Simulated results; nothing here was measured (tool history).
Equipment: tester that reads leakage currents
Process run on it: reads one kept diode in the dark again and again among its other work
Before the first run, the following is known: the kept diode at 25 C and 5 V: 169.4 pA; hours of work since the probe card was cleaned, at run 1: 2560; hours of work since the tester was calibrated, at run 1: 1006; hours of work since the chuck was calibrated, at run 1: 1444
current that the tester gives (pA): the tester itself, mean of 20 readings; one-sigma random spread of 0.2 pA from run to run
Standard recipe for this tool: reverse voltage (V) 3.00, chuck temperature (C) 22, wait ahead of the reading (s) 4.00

run,hour,reverse voltage (V),chuck temperature (C),wait ahead of the reading (s),hours of work since the probe card was cleaned,hours of work since the tester was calibrated,hours of work since the chuck was calibrated,current that the tester gives (pA)
1,0.0,3.00,22,4.00,2560,1006,1444,102.18
2,130.7,3.00,22,1.86,2642,1089,1526,101.94
3,233.3,3.00,22,6.10,2706,1153,1590,101.66
4,397.9,3.00,22,6.10,2810,1257,1694,101.93
5,512.2,3.00,22,6.10,2882,1329,1766,101.70
6,611.4,3.00,22,6.10,2944,1391,1828,101.58
7,784.7,3.00,28,4.00,3053,1500,1937,166.85
8,879.1,4.70,22,4.00,3113,1559,1996,127.99
9,1043.4,4.70,30,4.00,3216,1663,2100,247.20
10,1186.3,4.70,30,4.00,3306,1752,2190,247.13
11,1296.8,3.00,57,4.00,3375,1822,2259,1528.34
# hour 1311.6: probe card cleaned and baked
# hour 1386.0: chuck's temperature calibrated
12,1417.4,3.00,57,4.00,65,1895,20,1632.35
13,1492.3,3.00,57,4.00,112,1942,67,1628.34
14,1601.1,3.00,24,4.00,181,2010,135,131.16
15,1705.4,3.00,24,3.04,246,2076,201,131.09
16,1872.4,1.21,22,4.00,351,2181,306,68.76
17,2031.7,1.21,22,4.00,452,2281,406,68.79
# hour 2151.6: probe card cleaned and baked, once more
18,2201.6,1.21,22,4.00,31,2386,511,65.05
19,2351.2,3.00,22,4.00,125,2480,605,102.04
20,2452.1,3.00,22,4.00,189,2543,669,101.86
21,2632.1,1.12,60,4.16,302,2657,782,1207.42
22,2713.6,9.84,54,0.39,353,2708,833,2328.66
23,2851.7,3.00,22,0.52,440,2795,920,102.81
24,2974.0,3.01,30,0.52,517,2872,997,202.93
25,3128.3,1.25,37,6.27,614,2969,1094,229.59
26,3274.0,4.73,49,5.21,706,3060,1185,1111.69
27,3440.4,16.65,37,0.73,810,3165,1290,834.99
28,3573.7,17.34,51,0.38,894,3249,1374,2464.63
29,3712.9,17.34,51,0.38,982,3336,1461,2458.54
30,3888.8,17.34,51,1.46,1092,3447,1572,2444.87
31,4048.6,17.34,51,1.46,1193,3547,1672,2440.74
32,4171.7,3.18,51,0.33,1270,3625,1750,1051.92
33,4354.9,6.84,51,0.83,1385,3740,1865,1532.46
34,4477.5,6.84,51,0.83,1463,3817,1942,1529.46
35,4590.7,2.41,22,0.46,1534,3888,2013,91.12
36,4737.7,3.00,24,0.95,1626,3981,2106,120.41
37,4909.0,3.00,20,4.00,1734,4088,2213,84.49
38,5041.3,3.00,22,3.80,1817,4172,2297,100.35
# hour 5070.0: chuck's temperature calibrated
39,5226.8,3.00,22,3.80,1933,4287,99,103.07

Branching from run 39: 3 alternative next runs. What would each branch give?
A,5311.8,7.99,55,4.00,1986,4340,152,?
B,5311.8,3.00,22,1.15,1986,4340,152,?
C,5311.8,2.03,32,6.25,1986,4340,152,?

run,current that the tester gives (pA)
A,2224.39
B,103.21
C,195.07
With the hidden condition removed and each run's random variation left untouched, the same runs would have given:
run,current that the tester gives (pA)
A,2246.46
B,101.71
C,195.85
